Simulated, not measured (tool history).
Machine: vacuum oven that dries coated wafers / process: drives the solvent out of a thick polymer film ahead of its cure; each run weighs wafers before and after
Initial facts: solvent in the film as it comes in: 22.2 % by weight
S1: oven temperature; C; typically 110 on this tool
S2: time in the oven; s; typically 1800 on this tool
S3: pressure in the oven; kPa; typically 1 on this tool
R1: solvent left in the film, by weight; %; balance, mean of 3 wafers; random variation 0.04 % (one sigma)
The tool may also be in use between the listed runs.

{"run": 1, "hour": 0.0, "S1": 110, "S2": 1800, "S3": 1, "R1": 3.09}
{"run": 2, "hour": 20.5, "S1": 110, "S2": 1800, "S3": 1, "R1": 3.17}
{"run": 3, "hour": 60.0, "S1": 110, "S2": 1800, "S3": 1, "R1": 3.13}
{"run": 4, "hour": 94.5, "S1": 110, "S2": 1800, "S3": 1, "R1": 3.09}
{"run": 5, "hour": 136.5, "S1": 110, "S2": 2520, "S3": 1, "R1": 1.72}
{"run": 6, "hour": 157.0, "S1": 110, "S2": 1800, "S3": 1, "R1": 3.16}
{"run": 7, "hour": 193.2, "S1": 110, "S2": 1800, "S3": 3.71, "R1": 4.35}
{"run": 8, "hour": 228.6, "S1": 110, "S2": 1800, "S3": 3.71, "R1": 4.24}
{"run": 9, "hour": 266.0, "S1": 110, "S2": 1800, "S3": 3.71, "R1": 4.2}
{"run": 10, "hour": 299.6, "S1": 116, "S2": 1020, "S3": 0.9, "R1": 4.43}
{"run": 11, "hour": 343.0, "S1": 116, "S2": 1020, "S3": 0.9, "R1": 4.49}
{"run": 12, "hour": 375.5, "S1": 116, "S2": 1020, "S3": 2.87, "R1": 5.17}
{"run": 13, "hour": 397.9, "S1": 124, "S2": 1800, "S3": 1.2, "R1": 0.88}

Forecast run 14:
{"run": 14, "hour": 416.2, "S1": 123, "S2": 1440, "S3": 1.83, "R1": "?"}

{"run 14": {"R1": 1.55}}
If the tool had no hidden condition, the same run with the same run-to-run variation would have returned R1 1.43 %.

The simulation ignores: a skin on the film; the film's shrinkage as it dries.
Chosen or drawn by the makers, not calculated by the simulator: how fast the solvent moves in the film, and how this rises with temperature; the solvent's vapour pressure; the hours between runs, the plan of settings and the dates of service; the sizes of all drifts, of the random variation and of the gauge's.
